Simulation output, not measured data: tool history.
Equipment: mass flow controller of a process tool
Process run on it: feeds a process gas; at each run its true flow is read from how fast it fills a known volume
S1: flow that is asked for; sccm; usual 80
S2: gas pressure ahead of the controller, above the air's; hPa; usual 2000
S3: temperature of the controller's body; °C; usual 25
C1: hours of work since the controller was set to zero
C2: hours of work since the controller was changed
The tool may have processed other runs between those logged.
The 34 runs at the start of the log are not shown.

run 35 hour=2411.5 | S1=47 S2=1480 S3=24 | C1=366 C2=4691 | true_flow_(%)=99.64
run 36 hour=2486.2 | S1=47 S2=1440 S3=24 | C1=425 C2=4751 | true_flow_(%)=99.71
run 37 hour=2539.1 | S1=44 S2=2440 S3=23 | C1=467 C2=4792 | true_flow_(%)=99.28
run 38 hour=2597.9 | S1=80 S2=1870 S3=29 | C1=513 C2=4839 | true_flow_(%)=99.56
run 39 hour=2663.2 | S1=80 S2=1870 S3=29 | C1=565 C2=4891 | true_flow_(%)=99.69
run 40 hour=2741.7 | S1=108 S2=1470 S3=22 | C1=627 C2=4953 | true_flow_(%)=100.68
run 41 hour=2816.7 | S1=108 S2=1470 S3=22 | C1=687 C2=5012 | true_flow_(%)=100.84
run 42 hour=2876.8 | S1=108 S2=1470 S3=22 | C1=734 C2=5060 | true_flow_(%)=100.68
run 43 hour=2949 | S1=35 S2=1500 S3=20 | C1=791 C2=5117 | true_flow_(%)=99.42
run 44 hour=3041.7 | S1=80 S2=2000 S3=27 | C1=865 C2=5190 | true_flow_(%)=99.61
run 45 hour=3140.8 | S1=80 S2=2000 S3=27 | C1=943 C2=5269 | true_flow_(%)=99.69
run 46 hour=3198.9 | S1=80 S2=2000 S3=27 | C1=989 C2=5315 | true_flow_(%)=99.63
run 47 hour=3253.7 | S1=80 S2=2000 S3=27 | C1=1033 C2=5358 | true_flow_(%)=99.5
run 48 hour=3311.8 | S1=71 S2=2000 S3=27 | C1=1079 C2=5404 | true_flow_(%)=99.34

Here are 3 independent what-if runs from the current tool condition. What would each one return?
run A hour=3358.8 | S1=27 S2=1760 S3=40 | C1=1116 C2=5442 | true_flow_(%)=?
run B hour=3358.8 | S1=149 S2=2200 S3=34 | C1=1116 C2=5442 | true_flow_(%)=?
run C hour=3358.8 | S1=80 S2=1900 S3=25 | C1=1116 C2=5442 | true_flow_(%)=?

run=A true_flow_(%)=97.28
run=B true_flow_(%)=100.11
run=C true_flow_(%)=99.85
With no hidden state in the tool, these same runs would have given:
run=A true_flow_(%)=96.93
run=B true_flow_(%)=98.63
run=C true_flow_(%)=98.58
